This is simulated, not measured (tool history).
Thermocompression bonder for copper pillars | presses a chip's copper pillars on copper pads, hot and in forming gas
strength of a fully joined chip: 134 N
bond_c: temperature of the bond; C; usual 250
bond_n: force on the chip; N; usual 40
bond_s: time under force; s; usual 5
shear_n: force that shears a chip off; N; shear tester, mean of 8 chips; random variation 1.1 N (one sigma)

{"run": 1, "hour": 0.0, "bond_c": 250, "bond_n": 40, "bond_s": 5, "shear_n": 83.6}
{"run": 2, "hour": 31.8, "bond_c": 272, "bond_n": 40, "bond_s": 5, "shear_n": 94.2}
{"hour": 37.3, "done": "forming gas filter changed"}
{"run": 3, "hour": 85.7, "bond_c": 272, "bond_n": 40, "bond_s": 5, "shear_n": 104.3}
{"run": 4, "hour": 122.7, "bond_c": 272, "bond_n": 40, "bond_s": 5, "shear_n": 102.4}
{"run": 5, "hour": 157.0, "bond_c": 250, "bond_n": 40, "bond_s": 5, "shear_n": 90.4}
{"run": 6, "hour": 184.6, "bond_c": 250, "bond_n": 40, "bond_s": 5, "shear_n": 88}
{"run": 7, "hour": 222.6, "bond_c": 250, "bond_n": 40, "bond_s": 5, "shear_n": 88.5}
{"run": 8, "hour": 256.9, "bond_c": 250, "bond_n": 40, "bond_s": 5, "shear_n": 87.5}
{"run": 9, "hour": 308.8, "bond_c": 250, "bond_n": 40, "bond_s": 5, "shear_n": 88.6}
{"run": 10, "hour": 354.1, "bond_c": 250, "bond_n": 40, "bond_s": 5, "shear_n": 85.9}
{"run": 11, "hour": 412.3, "bond_c": 250, "bond_n": 40, "bond_s": 5, "shear_n": 84.3}
{"run": 12, "hour": 458.8, "bond_c": 250, "bond_n": 40, "bond_s": 5, "shear_n": 82.9}
{"run": 13, "hour": 517.2, "bond_c": 230, "bond_n": 40, "bond_s": 5, "shear_n": 68.9}
{"run": 14, "hour": 572.4, "bond_c": 250, "bond_n": 40, "bond_s": 5, "shear_n": 82.5}
{"run": 15, "hour": 634.1, "bond_c": 250, "bond_n": 40, "bond_s": 7, "shear_n": 89.2}
{"run": 16, "hour": 681.9, "bond_c": 250, "bond_n": 40, "bond_s": 7, "shear_n": 87}
{"hour": 695.8, "done": "forming gas filter changed"}
{"run": 17, "hour": 719.2, "bond_c": 246, "bond_n": 40, "bond_s": 5, "shear_n": 87.3}
{"run": 18, "hour": 779.1, "bond_c": 246, "bond_n": 40, "bond_s": 5, "shear_n": 85}
{"run": 19, "hour": 813.3, "bond_c": 250, "bond_n": 27, "bond_s": 5, "shear_n": 74}
{"run": 20, "hour": 856.8, "bond_c": 260, "bond_n": 40, "bond_s": 5, "shear_n": 94.6}
{"hour": 903.6, "done": "heater calibrated with a thermocouple chip"}
{"run": 21, "hour": 911.7, "bond_c": 260, "bond_n": 40, "bond_s": 5, "shear_n": 97.8}
{"run": 22, "hour": 941.1, "bond_c": 237, "bond_n": 25, "bond_s": 6, "shear_n": 68.6}
{"run": 23, "hour": 969.1, "bond_c": 229, "bond_n": 49, "bond_s": 10, "shear_n": 102.6}
{"run": 24, "hour": 1023.3, "bond_c": 229, "bond_n": 49, "bond_s": 10, "shear_n": 100.2}
{"run": 25, "hour": 1064.3, "bond_c": 222, "bond_n": 49, "bond_s": 10, "shear_n": 95.5}
{"run": 26, "hour": 1119.8, "bond_c": 267, "bond_n": 40, "bond_s": 3, "shear_n": 86.5}
{"run": 27, "hour": 1178.3, "bond_c": 250, "bond_n": 40, "bond_s": 3, "shear_n": 75.3}
{"run": 28, "hour": 1226.6, "bond_c": 250, "bond_n": 40, "bond_s": 3, "shear_n": 75.7}
{"run": 29, "hour": 1257.0, "bond_c": 243, "bond_n": 43, "bond_s": 3, "shear_n": 73.9}
{"hour": 1262.6, "done": "force cell calibrated"}
{"run": 30, "hour": 1306.0, "bond_c": 241, "bond_n": 40, "bond_s": 11, "shear_n": 93.8}
{"run": 31, "hour": 1348.4, "bond_c": 241, "bond_n": 40, "bond_s": 11, "shear_n": 93.7}
{"hour": 1353.7, "done": "forming gas filter changed"}
{"run": 32, "hour": 1407.6, "bond_c": 250, "bond_n": 40, "bond_s": 13, "shear_n": 111.2}
{"run": 33, "hour": 1456.9, "bond_c": 280, "bond_n": 40, "bond_s": 8, "shear_n": 115.1}
{"run": 34, "hour": 1516.9, "bond_c": 221, "bond_n": 26, "bond_s": 8, "shear_n": 64.8}
{"run": 35, "hour": 1560.0, "bond_c": 221, "bond_n": 58, "bond_s": 8, "shear_n": 94.3}
{"run": 36, "hour": 1610.1, "bond_c": 221, "bond_n": 29, "bond_s": 8, "shear_n": 67.7}
{"run": 37, "hour": 1673.3, "bond_c": 246, "bond_n": 40, "bond_s": 5, "shear_n": 84.8}
{"run": 38, "hour": 1709.4, "bond_c": 246, "bond_n": 40, "bond_s": 5, "shear_n": 84.9}

4 ways to go on from here, each from the tool as it stands after run 38. What would each give?
{"run": "A", "hour": 1760.0, "bond_c": 250, "bond_n": 33, "bond_s": 9, "shear_n": "?"}
{"run": "B", "hour": 1760.0, "bond_c": 246, "bond_n": 36, "bond_s": 5, "shear_n": "?"}
{"run": "C", "hour": 1760.0, "bond_c": 250, "bond_n": 34, "bond_s": 5, "shear_n": "?"}
{"run": "D", "hour": 1760.0, "bond_c": 246, "bond_n": 26, "bond_s": 3, "shear_n": "?"}

run=A shear_n=90.8
run=B shear_n=80.4
run=C shear_n=80.1
run=D shear_n=56.6
Without the tool's hidden state the same runs would have given:
run=A shear_n=99
run=B shear_n=88
run=C shear_n=87.5
run=D shear_n=62.2
